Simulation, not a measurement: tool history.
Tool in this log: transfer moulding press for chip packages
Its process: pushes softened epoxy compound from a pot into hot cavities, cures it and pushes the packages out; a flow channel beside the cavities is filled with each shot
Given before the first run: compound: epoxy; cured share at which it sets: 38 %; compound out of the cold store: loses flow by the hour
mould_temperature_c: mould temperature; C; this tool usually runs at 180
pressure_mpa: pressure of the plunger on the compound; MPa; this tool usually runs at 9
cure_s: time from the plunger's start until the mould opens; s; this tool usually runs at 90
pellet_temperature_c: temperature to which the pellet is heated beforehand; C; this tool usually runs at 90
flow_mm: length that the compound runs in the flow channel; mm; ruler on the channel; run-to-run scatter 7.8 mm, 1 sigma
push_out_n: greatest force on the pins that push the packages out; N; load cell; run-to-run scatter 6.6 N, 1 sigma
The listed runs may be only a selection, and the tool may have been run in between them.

| run | hour | mould_temperature_c | pressure_mpa | cure_s | pellet_temperature_c | incoming compound's hours out of the cold store | flow_mm | push_out_n |
|---|---|---|---|---|---|---|---|---|
| 1 | 0 | 180 | 9 | 90 | 90 | 38.3 | 771 | 430 |
|  | 18.5 | plunger's sealing rings changed |
| 2 | 20 | 180 | 9 | 80 | 90 | 12 | 919 | 605 |
| 3 | 32.1 | 180 | 9 | 80 | 90 | 28.2 | 873 | 613 |
|  | 44.3 | cavities cleaned with cleaning compound and waxed |
| 4 | 44.3 | 180 | 9 | 90 | 90 | 29.9 | 872 | 264 |
| 5 | 62.5 | 180 | 9 | 90 | 90 | 18.2 | 894 | 389 |
|  | 70.5 | mould's thermocouples calibrated |
| 6 | 80.7 | 180 | 9 | 90 | 90 | 35.4 | 844 | 484 |
| 7 | 101.3 | 180 | 9 | 90 | 90 | 25.2 | 865 | 535 |
|  | 111.7 | cavities cleaned with cleaning compound and waxed |
| 8 | 122.2 | 180 | 9 | 90 | 90 | 44.7 | 791 | 344 |
| 9 | 139.1 | 180 | 9 | 90 | 90 | 40.5 | 805 | 464 |
| 10 | 152.7 | 180 | 9 | 90 | 90 | 46.6 | 785 | 480 |
| 11 | 165.5 | 180 | 9 | 90 | 90 | 30.2 | 835 | 513 |
|  | 177.5 | cavities cleaned with cleaning compound and waxed |
| 12 | 188.3 | 180 | 9 | 90 | 90 | 38.7 | 785 | 367 |
| 13 | 207.3 | 180 | 9 | 90 | 90 | 10.8 | 886 | 490 |
| 14 | 226.9 | 180 | 9 | 90 | 90 | 31.9 | 807 | 510 |
|  | 242.2 | cavities cleaned with cleaning compound and waxed |
| 15 | 248.4 | 180 | 9 | 90 | 90 | 48 | 766 | 307 |
| 16 | 258.4 | 180 | 10.23 | 122 | 90 | 45.1 | 829 | 347 |
| 17 | 271.3 | 187 | 7.58 | 78 | 90 | 40.8 | 695 | 450 |
| 18 | 280.8 | 186 | 9 | 75 | 84 | 25.3 | 808 | 492 |
| 19 | 296.8 | 186 | 9 | 75 | 84 | 10.2 | 845 | 547 |
|  | 307.8 | cavities cleaned with cleaning compound and waxed |
|  | 322.2 | plunger's sealing rings changed |
| 20 | 323.3 | 175 | 9 | 90 | 92 | 14.2 | 932 | 474 |
| 21 | 338.5 | 187 | 9 | 90 | 83 | 14.5 | 897 | 398 |
| 22 | 354.1 | 181 | 9 | 90 | 88 | 13.1 | 905 | 515 |
| 23 | 371 | 181 | 9 | 90 | 88 | 19.2 | 886 | 535 |
|  | 376.4 | cavities cleaned with cleaning compound and waxed |
| 24 | 395.5 | 181 | 9 | 90 | 88 | 14.6 | 889 | 409 |
| 25 | 407.2 | 181 | 9 | 90 | 88 | 41.4 | 813 | 453 |
| 26 | 421.7 | 187 | 8.97 | 118 | 89 | 11.5 | 887 | 431 |
|  | 442.2 | cavities cleaned with cleaning compound and waxed |
| 27 | 442.2 | 182 | 7.07 | 90 | 90 | 25.9 | 749 | 236 |
| 28 | 458.3 | 182 | 7.07 | 90 | 90 | 41.9 | 708 | 365 |
| 29 | 475.4 | 180 | 9 | 90 | 95 | 13 | 881 | 477 |

3 ways to go on from here, each from the tool as it stands after run 29. What would each give?
| A | 489.3 | 184 | 7.79 | 90 | 92 | 33.7 | ? | ? |
| B | 489.3 | 182 | 9 | 115 | 92 | 13.2 | ? | ? |
| C | 489.3 | 181 | 10.09 | 90 | 98 | 8.7 | ? | ? |

| run | flow_mm | push_out_n |
|---|---|---|
| A | 748 | 465 |
| B | 872 | 449 |
| C | 938 | 507 |
With the hidden condition removed and each run's random variation left untouched, the same runs would have given:
| run | flow_mm | push_out_n |
|---|---|---|
| A | 786 | 231 |
| B | 917 | 220 |
| C | 986 | 250 |
